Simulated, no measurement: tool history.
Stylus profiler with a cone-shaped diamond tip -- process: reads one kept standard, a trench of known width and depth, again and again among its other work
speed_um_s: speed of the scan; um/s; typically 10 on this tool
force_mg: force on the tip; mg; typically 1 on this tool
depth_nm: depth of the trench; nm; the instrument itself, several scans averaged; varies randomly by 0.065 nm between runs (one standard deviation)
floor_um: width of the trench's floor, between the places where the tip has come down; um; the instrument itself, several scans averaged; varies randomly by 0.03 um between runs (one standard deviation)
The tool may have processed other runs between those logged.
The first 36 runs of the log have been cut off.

| run | hour | speed_um_s | force_mg | scans with this tip | hours of work since the height scale was calibrated | depth_nm | floor_um |
|---|---|---|---|---|---|---|---|
| 37 | 751.8 | 2 | 0.65 | 7047 | 687 | 100.25 | 97.55 |
| 38 | 779.5 | 2 | 0.65 | 7234 | 705 | 100.31 | 97.54 |
| 39 | 804.3 | 2 | 0.65 | 7402 | 722 | 100.14 | 97.48 |
| 40 | 821.9 | 4 | 1.63 | 7521 | 733 | 100.55 | 97.51 |
| 41 | 839.5 | 4 | 1.63 | 7640 | 745 | 100.54 | 97.5 |
| 42 | 866.9 | 13 | 0.4 | 7825 | 763 | 100.02 | 97.4 |
| 43 | 895.4 | 13 | 0.4 | 8018 | 782 | 99.85 | 97.36 |
| 44 | 909.7 | 7 | 1 | 8115 | 791 | 100.2 | 97.47 |
| 45 | 930.7 | 17 | 0.37 | 8257 | 805 | 99.9 | 97.26 |
| 46 | 952.3 | 2 | 1.72 | 8403 | 819 | 100.36 | 97.49 |

Forecast each of these 5 alternatives for the next run:
| A | 965.5 | 3 | 1 | 8492 | 828 | ? | ? |
| B | 965.5 | 28 | 2.92 | 8492 | 828 | ? | ? |
| C | 965.5 | 19 | 1.72 | 8492 | 828 | ? | ? |
| D | 965.5 | 12 | 0.5 | 8492 | 828 | ? | ? |
| E | 965.5 | 10 | 0.41 | 8492 | 828 | ? | ? |

| run | depth_nm | floor_um |
|---|---|---|
| A | 100.25 | 97.41 |
| B | 100.84 | 97.38 |
| C | 100.5 | 97.4 |
| D | 100.08 | 97.29 |
| E | 100.05 | 97.35 |
The same runs, with their run-to-run variation unchanged, on a tool lacking any hidden condition would have given:
| run | depth_nm | floor_um |
|---|---|---|
| A | 100.62 | 97.94 |
| B | 101.21 | 97.9 |
| C | 100.88 | 97.92 |
| D | 100.45 | 97.81 |
| E | 100.42 | 97.87 |
